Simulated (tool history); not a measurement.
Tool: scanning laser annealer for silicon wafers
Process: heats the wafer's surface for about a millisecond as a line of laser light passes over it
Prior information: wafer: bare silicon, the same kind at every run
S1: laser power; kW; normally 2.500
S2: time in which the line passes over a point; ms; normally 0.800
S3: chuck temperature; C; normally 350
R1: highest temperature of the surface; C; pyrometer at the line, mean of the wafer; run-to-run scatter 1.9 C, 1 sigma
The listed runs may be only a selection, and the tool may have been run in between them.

| run | hour | S1 | S2 | S3 | R1 |
|---|---|---|---|---|---|
| 1 | 0.0 | 2.500 | 0.800 | 350 | 1162 |
| 2 | 24.5 | 2.310 | 0.800 | 350 | 1081 |
| 3 | 42.7 | 2.310 | 0.800 | 350 | 1082 |
| 4 | 56.4 | 2.310 | 0.800 | 350 | 1082 |
| 5 | 83.1 | 2.500 | 0.800 | 381 | 1192 |
| 6 | 112.2 | 2.500 | 0.800 | 381 | 1189 |
| 7 | 129.2 | 2.500 | 0.800 | 350 | 1159 |
| 8 | 153.8 | 2.500 | 0.800 | 350 | 1158 |
| 9 | 178.8 | 2.473 | 0.586 | 350 | 1038 |
| 10 | 197.3 | 2.473 | 0.586 | 350 | 1036 |

Predict the results of run 11:
| 11 | 211.6 | 2.509 | 0.657 | 383 | ? |

For run 11 the tool returned R1 1122 C.
Were there no unlogged condition in the tool, this run, its random variation unchanged, would have produced R1 1146 C.

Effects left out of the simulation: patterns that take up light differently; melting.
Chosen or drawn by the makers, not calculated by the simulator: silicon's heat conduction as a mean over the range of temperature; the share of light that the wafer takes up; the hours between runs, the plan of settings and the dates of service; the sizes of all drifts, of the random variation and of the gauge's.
